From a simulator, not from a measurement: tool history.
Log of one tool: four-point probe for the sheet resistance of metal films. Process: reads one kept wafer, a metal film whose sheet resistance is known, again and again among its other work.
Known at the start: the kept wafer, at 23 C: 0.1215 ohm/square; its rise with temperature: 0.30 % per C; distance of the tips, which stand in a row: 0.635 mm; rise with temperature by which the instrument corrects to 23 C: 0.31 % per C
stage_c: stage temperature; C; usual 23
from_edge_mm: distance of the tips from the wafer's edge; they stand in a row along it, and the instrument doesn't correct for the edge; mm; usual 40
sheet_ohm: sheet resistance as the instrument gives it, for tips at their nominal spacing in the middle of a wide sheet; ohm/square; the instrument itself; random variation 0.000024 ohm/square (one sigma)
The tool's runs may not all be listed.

run 1 day=0 | stage_c=23 from_edge_mm=40 | sheet_ohm=0.120888
run 2 day=1.554 | stage_c=23 from_edge_mm=40 | sheet_ohm=0.120893
run 3 day=2.667 | stage_c=32 from_edge_mm=40 | sheet_ohm=0.120824
run 4 day=4.258 | stage_c=32 from_edge_mm=40 | sheet_ohm=0.120799
run 5 day=5.85 | stage_c=32 from_edge_mm=40 | sheet_ohm=0.120826
run 6 day=7.767 | stage_c=23 from_edge_mm=4 | sheet_ohm=0.122502
run 7 day=8.771 | stage_c=23 from_edge_mm=40 | sheet_ohm=0.120896

The next listed run, before its measurement:
run 8 day=10.071 | stage_c=23 from_edge_mm=40 | sheet_ohm=?

sheet_ohm: 0.120955 ohm/square
Without the tool's hidden state the same run would have given sheet_ohm 0.121564 ohm/square.
